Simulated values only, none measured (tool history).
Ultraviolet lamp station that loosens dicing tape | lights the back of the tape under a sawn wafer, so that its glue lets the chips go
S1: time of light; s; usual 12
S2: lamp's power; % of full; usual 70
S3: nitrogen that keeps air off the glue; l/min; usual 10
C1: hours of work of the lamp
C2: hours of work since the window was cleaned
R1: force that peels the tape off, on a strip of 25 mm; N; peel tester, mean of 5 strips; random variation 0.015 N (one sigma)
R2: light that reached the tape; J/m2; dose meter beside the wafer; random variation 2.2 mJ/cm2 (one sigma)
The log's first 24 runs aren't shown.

{"run": 25, "hour": 389.2, "S1": 21, "S2": 71, "S3": 10, "C1": 247, "C2": 31, "R1": 0.358, "R2": 2910}
{"hour": 404.1, "done": "window cleaned of glue's vapour, once more"}
{"run": 26, "hour": 404.9, "S1": 15, "S2": 67, "S3": 7, "C1": 256, "C2": 0, "R1": 0.731, "R2": 2280}
{"run": 27, "hour": 420.4, "S1": 15, "S2": 67, "S3": 7, "C1": 265, "C2": 9, "R1": 0.749, "R2": 2210}
{"run": 28, "hour": 442.4, "S1": 15, "S2": 67, "S3": 7, "C1": 277, "C2": 21, "R1": 0.714, "R2": 2200}
{"run": 29, "hour": 462.4, "S1": 15, "S2": 67, "S3": 7, "C1": 288, "C2": 33, "R1": 0.761, "R2": 2180}
{"run": 30, "hour": 473.1, "S1": 12, "S2": 69, "S3": 9, "C1": 294, "C2": 39, "R1": 0.887, "R2": 1840}
{"run": 31, "hour": 489.5, "S1": 12, "S2": 89, "S3": 4, "C1": 303, "C2": 48, "R1": 1.045, "R2": 2360}
{"run": 32, "hour": 501.5, "S1": 20, "S2": 90, "S3": 10, "C1": 310, "C2": 55, "R1": 0.26, "R2": 3940}
{"run": 33, "hour": 519.9, "S1": 7, "S2": 86, "S3": 10, "C1": 320, "C2": 65, "R1": 1.313, "R2": 1300}
{"run": 34, "hour": 533.2, "S1": 7, "S2": 86, "S3": 10, "C1": 328, "C2": 72, "R1": 1.459, "R2": 1280}
{"run": 35, "hour": 548.9, "S1": 13, "S2": 70, "S3": 5, "C1": 337, "C2": 81, "R1": 1.173, "R2": 1960}
{"run": 36, "hour": 563.8, "S1": 12, "S2": 70, "S3": 19, "C1": 345, "C2": 89, "R1": 0.537, "R2": 1810}
{"run": 37, "hour": 581.7, "S1": 15, "S2": 80, "S3": 4, "C1": 355, "C2": 99, "R1": 0.861, "R2": 2530}
{"run": 38, "hour": 597.9, "S1": 7, "S2": 92, "S3": 13, "C1": 364, "C2": 108, "R1": 1.103, "R2": 1380}
{"run": 39, "hour": 609.1, "S1": 7, "S2": 87, "S3": 13, "C1": 370, "C2": 115, "R1": 1.176, "R2": 1290}
{"run": 40, "hour": 629.6, "S1": 7, "S2": 87, "S3": 13, "C1": 382, "C2": 126, "R1": 1.219, "R2": 1260}
{"run": 41, "hour": 645.7, "S1": 7, "S2": 87, "S3": 13, "C1": 391, "C2": 135, "R1": 1.252, "R2": 1270}
{"run": 42, "hour": 665.5, "S1": 7, "S2": 87, "S3": 13, "C1": 402, "C2": 146, "R1": 1.223, "R2": 1250}
{"run": 43, "hour": 677.8, "S1": 7, "S2": 91, "S3": 4, "C1": 409, "C2": 153, "R1": 2.205, "R2": 1340}

4 ways to go on from here, each from the tool as it stands after run 43. What would each give?
{"run": "A", "hour": 700.7, "S1": 7, "S2": 64, "S3": 4, "C1": 421, "C2": 166, "R1": "?", "R2": "?"}
{"run": "B", "hour": 700.7, "S1": 12, "S2": 63, "S3": 4, "C1": 421, "C2": 166, "R1": "?", "R2": "?"}
{"run": "C", "hour": 700.7, "S1": 12, "S2": 69, "S3": 10, "C1": 421, "C2": 166, "R1": "?", "R2": "?"}
{"run": "D", "hour": 700.7, "S1": 12, "S2": 64, "S3": 10, "C1": 421, "C2": 166, "R1": "?", "R2": "?"}

run=A R1=3.096 R2=930
run=B R1=1.8 R2=1590
run=C R1=0.849 R2=1740
run=D R1=0.947 R2=1600
Without the tool's hidden state the same runs would have given:
run=A R1=2.806 R2=1050
run=B R1=1.541 R2=1790
run=C R1=0.685 R2=1960
run=D R1=0.77 R2=1810
